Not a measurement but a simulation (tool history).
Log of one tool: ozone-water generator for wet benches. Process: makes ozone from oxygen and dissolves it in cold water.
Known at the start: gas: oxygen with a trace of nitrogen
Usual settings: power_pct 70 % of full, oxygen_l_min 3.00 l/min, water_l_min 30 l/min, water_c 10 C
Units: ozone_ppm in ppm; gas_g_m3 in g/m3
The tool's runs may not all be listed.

run     day  power_pct  oxygen_l_min  water_l_min  water_c  ozone_ppm  gas_g_m3
  1   0.000         70          3.00           30       10        7.1     155.5
  2   1.262         70          3.00           30       10        7.3     155.2
  3   2.496         70          3.00           30       10        7.1     155.0
  4   3.433         70          3.00           27       10        8.1     156.1
  5   4.892         70          3.00           27       10        8.1     155.3
  6   6.125         70          3.00           30       10        7.1     154.2
  7   8.338         70          3.00           30       10        7.3     153.3
  8   9.796         70          3.00           30       10        7.3     154.2
  9  11.379         70          3.00           30       10        7.3     154.3
 10  12.642         70          3.00           30        7        7.4     154.4
 11  14.350         70          3.00           30        7        7.4     154.2
 12  16.258         70          3.00           30        7        7.3     153.2
 13  18.212         70          3.00           30       10        7.4     155.9
 14  19.483         70          3.00           30       10        7.3     153.7
 15  21.054         70          3.00           30        6        7.2     152.1
 16  23.200         70          3.00           30       10        7.1     153.8
 17  24.317         78          1.68           26        6        7.4     214.2
 18  25.350         70          3.00           30       10        7.3     153.9
 19  26.346         70          3.00           30       10        7.2     153.0
 20  28.262         70          3.00           30       15        6.9     154.2
 21  29.983         70          3.69           37       15        5.9     140.7
 22  32.088         70          4.56           37       15        6.4     127.6
 23  33.196         63          4.56           47        5        5.0     118.6
 24  34.679         63          4.56           47        5        5.1     118.5
 25  36.483         63          4.56           47        5        4.9     120.0
 26  38.654         63          4.56           47        5        4.9     119.1
 27  40.821         63          4.56           47        5        5.1     118.4
 28  42.746         63          4.56           47        5        5.0     118.0
 29  44.850         55          1.91           18       17        8.1     157.4
 30  46.692         70          3.43           30       10        7.2     144.1
 31  48.362         52          5.30           42       12        5.1      96.9
 32  49.954         52          5.30           42       12        4.9      96.2

Not shown: 2 entries that the log had between the listed runs. Between which runs, and how does the tool's hidden state differ before and after?
Between runs 22 and 23: water thermometer calibrated (day 32.225)
  true water temperature over the reading, C: -0.02 -> -0.03
  measured less the result without the state, ozone_ppm: -0.3 -> -0.3 ppm; gas_g_m3: -1.2 -> -1.1 g/m3
Between runs 29 and 30: water thermometer calibrated, once more (day 45.421)
  yield of the discharge, % of new electrodes': 98.7 -> 98.6; contactor's efficiency, % of a clean one's: 93.7 -> 93.6; true water temperature over the reading, C: -0.02 -> 0
  measured less the result without the state, ozone_ppm: -0.4 -> -0.4 ppm; gas_g_m3: -1.8 -> -2.0 g/m3
